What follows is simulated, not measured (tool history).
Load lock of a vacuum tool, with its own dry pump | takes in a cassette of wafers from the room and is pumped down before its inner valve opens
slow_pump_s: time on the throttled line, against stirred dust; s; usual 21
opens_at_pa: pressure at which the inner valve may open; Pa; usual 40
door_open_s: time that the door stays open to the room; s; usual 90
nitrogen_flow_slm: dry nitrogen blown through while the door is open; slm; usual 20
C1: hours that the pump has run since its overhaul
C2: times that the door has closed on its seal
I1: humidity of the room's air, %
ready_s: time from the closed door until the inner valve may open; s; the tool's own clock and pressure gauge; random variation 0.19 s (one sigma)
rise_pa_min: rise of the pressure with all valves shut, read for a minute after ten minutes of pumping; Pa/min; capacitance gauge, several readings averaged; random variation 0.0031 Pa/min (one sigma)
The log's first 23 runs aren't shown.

{"run": 24, "hour": 8103.6, "slow_pump_s": 12, "opens_at_pa": 53, "door_open_s": 77, "nitrogen_flow_slm": 12, "C1": 10193, "C2": 5331, "I1": 45.7, "ready_s": 25.2, "rise_pa_min": 0.134}
{"run": 25, "hour": 8575.5, "slow_pump_s": 12, "opens_at_pa": 53, "door_open_s": 77, "nitrogen_flow_slm": 12, "C1": 10665, "C2": 7345, "I1": 40.6, "ready_s": 24.8, "rise_pa_min": 0.17}
{"run": 26, "hour": 9051.7, "slow_pump_s": 20, "opens_at_pa": 62, "door_open_s": 79, "nitrogen_flow_slm": 14, "C1": 11142, "C2": 9378, "I1": 46.9, "ready_s": 30.9, "rise_pa_min": 0.229}
{"run": 27, "hour": 9492.3, "slow_pump_s": 12, "opens_at_pa": 75, "door_open_s": 79, "nitrogen_flow_slm": 21, "C1": 11582, "C2": 11258, "I1": 43.9, "ready_s": 25.0, "rise_pa_min": 0.289}
{"run": 28, "hour": 9922.3, "slow_pump_s": 16, "opens_at_pa": 37, "door_open_s": 202, "nitrogen_flow_slm": 21, "C1": 12012, "C2": 13094, "I1": 45.1, "ready_s": 29.3, "rise_pa_min": 0.399}
{"run": 29, "hour": 10398.0, "slow_pump_s": 16, "opens_at_pa": 37, "door_open_s": 202, "nitrogen_flow_slm": 21, "C1": 12488, "C2": 15124, "I1": 44.2, "ready_s": 29.2, "rise_pa_min": 0.467}
{"run": 30, "hour": 10617.6, "slow_pump_s": 26, "opens_at_pa": 40, "door_open_s": 42, "nitrogen_flow_slm": 20, "C1": 12707, "C2": 16062, "I1": 43.8, "ready_s": 36.5, "rise_pa_min": 0.448}
{"run": 31, "hour": 11008.4, "slow_pump_s": 24, "opens_at_pa": 40, "door_open_s": 237, "nitrogen_flow_slm": 20, "C1": 13098, "C2": 17730, "I1": 44.8, "ready_s": 35.2, "rise_pa_min": 0.579}
{"run": 32, "hour": 11447.2, "slow_pump_s": 21, "opens_at_pa": 40, "door_open_s": 28, "nitrogen_flow_slm": 11, "C1": 13537, "C2": 19603, "I1": 46.5, "ready_s": 33.1, "rise_pa_min": 0.61}
{"hour": 11662.3, "done": "door's seal changed, seat wiped"}
{"run": 33, "hour": 11662.3, "slow_pump_s": 35, "opens_at_pa": 40, "door_open_s": 60, "nitrogen_flow_slm": 11, "C1": 13751, "C2": 0, "I1": 45.0, "ready_s": 43.2, "rise_pa_min": 0.06}
{"run": 34, "hour": 11895.7, "slow_pump_s": 21, "opens_at_pa": 40, "door_open_s": 90, "nitrogen_flow_slm": 15, "C1": 13984, "C2": 997, "I1": 43.4, "ready_s": 33.4, "rise_pa_min": 0.08}
{"run": 35, "hour": 12303.9, "slow_pump_s": 21, "opens_at_pa": 48, "door_open_s": 123, "nitrogen_flow_slm": 20, "C1": 14392, "C2": 2739, "I1": 46.3, "ready_s": 32.8, "rise_pa_min": 0.107}
{"run": 36, "hour": 12734.3, "slow_pump_s": 21, "opens_at_pa": 48, "door_open_s": 123, "nitrogen_flow_slm": 20, "C1": 14823, "C2": 4576, "I1": 42.8, "ready_s": 33.1, "rise_pa_min": 0.134}
{"run": 37, "hour": 13209.4, "slow_pump_s": 21, "opens_at_pa": 48, "door_open_s": 123, "nitrogen_flow_slm": 20, "C1": 15298, "C2": 6603, "I1": 42.9, "ready_s": 32.9, "rise_pa_min": 0.179}

3 ways to go on from here, each from the tool as it stands after run 37. What would each give?
{"run": "A", "hour": 13519.9, "slow_pump_s": 26, "opens_at_pa": 31, "door_open_s": 123, "nitrogen_flow_slm": 7, "C1": 15608, "C2": 7929, "I1": 46.8, "ready_s": "?", "rise_pa_min": "?"}
{"run": "B", "hour": 13519.9, "slow_pump_s": 23, "opens_at_pa": 48, "door_open_s": 112, "nitrogen_flow_slm": 20, "C1": 15608, "C2": 7929, "I1": 42.6, "ready_s": "?", "rise_pa_min": "?"}
{"run": "C", "hour": 13519.9, "slow_pump_s": 30, "opens_at_pa": 63, "door_open_s": 97, "nitrogen_flow_slm": 20, "C1": 15608, "C2": 7929, "I1": 43.1, "ready_s": "?", "rise_pa_min": "?"}

run=A ready_s=37.5 rise_pa_min=0.239
run=B ready_s=34.3 rise_pa_min=0.212
run=C ready_s=39.2 rise_pa_min=0.209
Without the tool's hidden state the same runs would have given:
run=A ready_s=34.9 rise_pa_min=0.097
run=B ready_s=31.7 rise_pa_min=0.069
run=C ready_s=37.1 rise_pa_min=0.064
